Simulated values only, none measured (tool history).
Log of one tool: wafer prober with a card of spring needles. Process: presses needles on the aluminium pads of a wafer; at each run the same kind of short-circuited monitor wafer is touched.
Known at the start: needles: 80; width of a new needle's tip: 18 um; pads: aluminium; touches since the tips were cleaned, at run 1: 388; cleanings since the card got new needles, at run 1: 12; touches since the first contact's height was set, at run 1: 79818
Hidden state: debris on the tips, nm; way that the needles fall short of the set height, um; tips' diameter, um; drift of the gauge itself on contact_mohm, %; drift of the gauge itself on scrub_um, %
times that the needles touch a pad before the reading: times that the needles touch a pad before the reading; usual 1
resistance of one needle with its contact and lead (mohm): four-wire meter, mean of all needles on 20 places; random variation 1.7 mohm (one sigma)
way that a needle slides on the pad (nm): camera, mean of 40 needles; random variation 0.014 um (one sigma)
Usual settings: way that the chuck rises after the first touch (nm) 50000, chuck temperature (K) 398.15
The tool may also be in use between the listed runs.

run,hour,way that the chuck rises after the first touch (nm),chuck temperature (K),times that the needles touch a pad before the reading,touches since the tips were cleaned,cleanings since the card got new needles,touches since the first contact's height was set,resistance of one needle with its contact and lead (mohm),way that a needle slides on the pad (nm)
1,0,50000,398.15,1,388,12,79818,172,11920
2,7.9,50000,398.15,1,2676,12,82106,191,11920
3,14,50000,398.15,1,4468,12,83898,201,11910
# hour 18: tips cleaned on abrasive film
4,21.3,50000,398.15,1,944,13,85974,180,11910
5,26.6,50000,398.15,1,2486,13,87516,193,11910
6,35.5,48000,398.15,1,5087,13,90117,208,11440
# hour 37.8: tips cleaned on abrasive film
7,43.9,48000,398.15,1,1784,14,92528,192,11450
8,50.7,48000,398.15,1,3766,14,94510,204,11410
# hour 57.7: tips cleaned on abrasive film
9,58.6,65000,398.15,1,242,15,96771,166,15490
10,67.2,65000,398.15,1,2763,15,99292,181,15490
11,74.2,65000,398.15,1,4779,15,101308,186,15500
# hour 77.7: tips cleaned on abrasive film
12,82.7,51000,398.15,1,1444,16,103751,182,12130
13,87.6,50000,372.15,1,2883,16,105190,190,11870
14,93.6,50000,398.15,1,4612,16,106919,204,11880
# hour 97.2: tips cleaned on abrasive film
15,99.8,50000,398.15,1,758,17,108709,176,11870
16,106.5,50000,398.15,1,2717,17,110668,195,11890
17,114.3,50000,398.15,1,4977,17,112928,201,11890
# hour 117: tips cleaned on abrasive film
18,118.8,31000,311.15,1,529,18,114207,183,7290
19,127.8,31000,311.15,1,3152,18,116830,238,7290
20,135.2,31000,311.15,1,5292,18,118970,261,7290
# hour 136.9: tips cleaned on abrasive film
21,142.3,31000,311.15,1,1578,19,121004,214,7260
22,146.9,31000,367.15,1,2915,19,122341,242,7270
23,151.4,31000,367.15,1,4237,19,123663,252,7290
# hour 156.6: tips cleaned on abrasive film
24,157.1,31000,367.15,1,161,20,125292,185,7270
25,163.3,50000,398.15,2,1961,20,127092,178,11860
26,170.4,52000,318.15,1,4026,20,129157,189,12300
# hour 176: tips cleaned on abrasive film
27,177.3,52000,364.15,1,393,21,131139,168,12310
28,182.7,52000,364.15,1,1956,21,132702,185,12320
29,186.8,50000,344.15,1,3155,21,133901,191,11810
30,191.1,52000,361.15,1,4415,21,135161,193,12330
31,194.9,52000,304.15,1,5510,21,136256,191,12290
# hour 195.6: tips cleaned on abrasive film
32,198.9,52000,304.15,1,950,22,137387,167,12310
33,204.1,59000,323.15,1,2463,22,138900,175,13990

The same runs without the tool's hidden state, with the same run-to-run variation:
run,resistance of one needle with its contact and lead (mohm),way that a needle slides on the pad (nm)
1,163,12040
2,162,12040
3,165,12020
4,165,12040
5,165,12040
6,167,11560
7,166,11580
8,168,11540
9,163,15630
10,162,15630
11,162,15640
12,162,12280
13,158,12030
14,167,12030
15,164,12030
16,166,12050
17,163,12050
18,157,7470
19,155,7470
20,159,7470
21,156,7450
22,167,7460
23,166,7470
24,168,7460
25,163,12050
26,152,12490
27,158,12510
28,160,12530
29,156,12020
30,157,12530
31,148,12490
32,150,12530
33,150,14210
